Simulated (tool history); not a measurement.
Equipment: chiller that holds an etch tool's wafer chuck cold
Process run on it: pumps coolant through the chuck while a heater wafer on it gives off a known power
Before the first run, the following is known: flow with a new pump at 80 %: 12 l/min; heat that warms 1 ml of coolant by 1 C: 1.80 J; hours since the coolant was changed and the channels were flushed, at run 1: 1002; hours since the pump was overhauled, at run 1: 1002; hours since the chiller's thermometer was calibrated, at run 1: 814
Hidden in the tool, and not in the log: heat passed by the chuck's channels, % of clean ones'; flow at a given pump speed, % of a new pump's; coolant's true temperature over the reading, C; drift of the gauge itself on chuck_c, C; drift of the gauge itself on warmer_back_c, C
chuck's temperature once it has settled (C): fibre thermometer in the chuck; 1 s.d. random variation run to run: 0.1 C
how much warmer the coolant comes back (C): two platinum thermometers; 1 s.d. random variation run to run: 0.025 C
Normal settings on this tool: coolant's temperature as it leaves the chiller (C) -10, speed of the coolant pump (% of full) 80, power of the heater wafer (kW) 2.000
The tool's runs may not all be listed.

run    hour  coolant's temperature as it leaves the chiller (C)  speed of the coolant pump (% of full)  power of the heater wafer (kW)  hours since the coolant was changed and the channels were flushed  hours since the pump was overhauled  hours since the chiller's thermometer was calibrated  chuck's temperature once it has settled (C)  how much warmer the coolant comes back (C)
  1     0.0                                                 -10                                     80                           2.000                                                               1002                                 1002                                                   814                                          6.4                                        5.53
  2    30.7                                                 -10                                     82                           2.000                                                               1033                                 1033                                                   845                                          6.2                                        5.45
  3    67.0                                                 -10                                     82                           2.000                                                               1069                                 1069                                                   881                                          5.9                                        5.39
  4   139.0                                                 -10                                     82                           2.000                                                               1141                                 1141                                                   953                                          5.9                                        5.49
  5   186.0                                                 -10                                     80                           2.000                                                               1188                                 1188                                                  1000                                          6.4                                        5.56
  6   235.2                                                 -10                                     80                           2.000                                                               1237                                 1237                                                  1049                                          6.3                                        5.56
  7   293.3                                                 -10                                     61                           2.000                                                               1296                                 1296                                                  1107                                         10.9                                        7.57
  8   365.5                                                 -10                                     77                           2.000                                                               1368                                 1368                                                  1179                                          7.0                                        5.83
  9   424.3                                                 -10                                     77                           2.000                                                               1427                                 1427                                                  1238                                          7.1                                        5.82
 10   483.6                                                 -10                                     77                           2.000                                                               1486                                 1486                                                  1298                                          7.0                                        5.85
 11   544.0                                                 -10                                     77                           2.000                                                               1546                                 1546                                                  1358                                          7.0                                        5.84
 12   619.1                                                 -10                                     80                           2.000                                                               1621                                 1621                                                  1433                                          6.4                                        5.58
 13   660.2                                                 -10                                     80                           2.000                                                               1662                                 1662                                                  1474                                          6.3                                        5.51
 14   733.7                                                 -10                                     80                           2.000                                                               1736                                 1736                                                  1548                                          6.4                                        5.54
 15   785.0                                                 -10                                     80                           2.000                                                               1787                                 1787                                                  1599                                          6.4                                        5.53
 16   857.3                                                 -10                                     80                           2.000                                                               1859                                 1859                                                  1671                                          6.5                                        5.55
 17   925.4                                                 -10                                     98                           2.000                                                               1928                                 1928                                                  1739                                          3.9                                        4.41
 18   969.5                                                 -10                                     98                           2.000                                                               1972                                 1972                                                  1783                                          3.8                                        4.40
 19  1027.8                                                 -13                                     96                           2.638                                                               2030                                 2030                                                  1842                                          5.6                                        6.00
 20  1062.8                                                 -13                                     96                           2.638                                                               2065                                 2065                                                  1877                                          5.5                                        6.00
 21  1097.8                                                 -13                                     96                           2.638                                                               2100                                 2100                                                  1912                                          5.6                                        6.02
 22  1132.4                                                 -10                                     80                           1.429                                                               2135                                 2135                                                  1946                                          1.8                                        3.98
 23  1197.3                                                 -10                                     80                           1.429                                                               2200                                 2200                                                  2011                                          1.7                                        3.98
     1232.5  -- chiller's thermometer calibrated
 24  1232.5                                                 -11                                     61                           2.000                                                               2234                                 2234                                                     0                                         10.0                                        7.51
 25  1297.2                                                 -11                                     61                           2.000                                                               2298                                 2298                                                    65                                          9.9                                        7.57
 26  1341.6                                                 -11                                     61                           2.000                                                               2343                                 2343                                                   109                                          9.8                                        7.58
 27  1391.1                                                  -9                                     65                           2.451                                                               2392                                 2392                                                   159                                         15.1                                        8.55
 28  1446.3                                                  -9                                     65                           2.451                                                               2448                                 2448                                                   214                                         15.1                                        8.64
 29  1491.1                                                 -10                                     70                           2.000                                                               2492                                 2492                                                   259                                          8.4                                        6.49
 30  1564.5                                                 -10                                     70                           2.000                                                               2566                                 2566                                                   332                                          8.5                                        6.42
 31  1607.8                                                 -10                                     74                           2.620                                                               2609                                 2609                                                   375                                         12.9                                        7.94
 32  1680.0                                                  -1                                     82                           1.194                                                               2681                                 2681                                                   447                                          8.5                                        3.22

Consider 3 possible next runs. They are alternatives, not a sequence: every one starts from the tool as it was left by run 32. What does each give?
  A  1750.9                                                 -19                                     69                           2.422                                                               2752                                 2752                                                   518                                            ?                                           ?
  B  1750.9                                                 -13                                     92                           1.908                                                               2752                                 2752                                                   518                                            ?                                           ?
  C  1750.9                                                   0                                     82                           1.634                                                               2752                                 2752                                                   518                                            ?                                           ?

run  chuck's temperature once it has settled (C)  how much warmer the coolant comes back (C)
  A                                          3.7                                        7.95
  B                                          0.9                                        4.56
  C                                         13.1                                        4.43
With the hidden condition removed and each run's random variation left untouched, the same runs would have given:
run  chuck's temperature once it has settled (C)  how much warmer the coolant comes back (C)
  A                                          3.7                                        7.95
  B                                          0.9                                        4.56
  C                                         13.1                                        4.43

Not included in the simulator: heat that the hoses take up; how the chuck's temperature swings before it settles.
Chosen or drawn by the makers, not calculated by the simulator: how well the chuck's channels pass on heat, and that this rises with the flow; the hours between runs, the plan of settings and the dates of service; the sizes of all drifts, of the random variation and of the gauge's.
